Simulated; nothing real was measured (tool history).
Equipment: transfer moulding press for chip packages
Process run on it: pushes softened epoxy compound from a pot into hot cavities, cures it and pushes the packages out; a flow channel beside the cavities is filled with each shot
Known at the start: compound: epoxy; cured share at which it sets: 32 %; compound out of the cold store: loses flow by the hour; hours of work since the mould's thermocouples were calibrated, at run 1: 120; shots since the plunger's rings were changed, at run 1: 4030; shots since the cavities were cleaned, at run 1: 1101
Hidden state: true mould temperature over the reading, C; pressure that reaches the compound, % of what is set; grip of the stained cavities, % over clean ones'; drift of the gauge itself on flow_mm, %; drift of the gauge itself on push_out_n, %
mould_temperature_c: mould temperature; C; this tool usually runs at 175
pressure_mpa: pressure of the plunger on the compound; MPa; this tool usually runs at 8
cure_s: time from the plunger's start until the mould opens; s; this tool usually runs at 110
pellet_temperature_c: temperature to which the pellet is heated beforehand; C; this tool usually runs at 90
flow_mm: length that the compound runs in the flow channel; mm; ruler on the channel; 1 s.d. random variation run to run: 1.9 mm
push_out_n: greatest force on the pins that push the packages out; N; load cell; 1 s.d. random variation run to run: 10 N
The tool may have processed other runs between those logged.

run,hour,mould_temperature_c,pressure_mpa,cure_s,pellet_temperature_c,hours of work since the mould's thermocouples were calibrated,shots since the plunger's rings were changed,shots since the cavities were cleaned,incoming compound's hours out of the cold store,flow_mm,push_out_n
1,0,175,8,110,90,120,4030,1101,41.9,719,906
# hour 11.1: cavities cleaned with cleaning compound and waxed
2,12.6,175,8,110,90,127,4139,14,20.7,786,475
3,24.3,175,8,110,90,134,4255,130,34.7,739,602
4,31.2,175,8,110,90,139,4323,198,20.7,783,665
5,44.9,175,9.58,110,90,148,4458,333,36.7,799,760
6,53.4,175,9.58,104,90,153,4542,417,27.8,828,859
7,59.5,175,9.58,104,90,157,4602,477,41.1,782,874
# hour 63.5: plunger's sealing rings changed
8,74.7,175,9.58,104,90,165,110,602,15.1,910,898
9,85.2,175,8,110,90,172,213,705,26.1,794,923
10,92.9,175,8,110,90,177,289,781,18,819,914
11,106.2,175,8,110,90,185,421,913,44.2,730,948
12,120.7,175,8,110,90,194,563,1055,24.4,794,945
13,126.9,180,8,110,90,198,625,1117,18.9,800,873
# hour 135.7: cavities cleaned with cleaning compound and waxed
14,136.6,175,8,118,90,204,706,9,30.8,769,462
15,144.1,175,8,118,90,208,780,83,32.1,768,533
16,154.2,175,8,110,81,215,879,182,25.9,791,632
17,169.1,177,8,110,91,224,1026,329,24.1,786,714
18,179.7,177,8,110,91,231,1130,433,25.3,785,780
19,190.2,177,8.66,110,85,238,1234,537,15.9,848,792
20,197.1,180,6.67,100,97,242,1303,606,37.8,668,828
21,209.8,180,6.67,100,97,250,1428,731,34.5,676,830
22,217.5,175,7.79,110,99,255,1503,806,11.3,822,915
23,225.2,175,8,123,90,260,1580,883,26.7,781,880
24,235.5,173,8,110,90,267,1680,983,8,850,1013
25,245.8,173,8,110,90,273,1782,1085,14.4,829,1026
# hour 257.3: cavities cleaned with cleaning compound and waxed
26,259.3,173,8,110,90,281,1901,20,16.8,822,529
27,269.3,176,8,101,90,287,2000,119,15.1,813,617
28,279.2,175,8.4,95,84,294,2097,216,17.2,827,787

Consider 3 possible next runs. They are alternatives, not a sequence: every one starts from the tool as it was left by run 28. What does each give?
A,286.6,170,9.68,101,84,298,2170,289,46.5,?,?
B,286.6,175,8.83,95,84,298,2170,289,8.2,?,?
C,286.6,171,7.26,95,84,298,2170,289,12.6,?,?

run,flow_mm,push_out_n
A,800,1017
B,883,878
C,800,1156
Take away the tool's hidden state, keep each run's random variation, and the runs would have read:
run,flow_mm,push_out_n
A,817,698
B,902,596
C,818,799
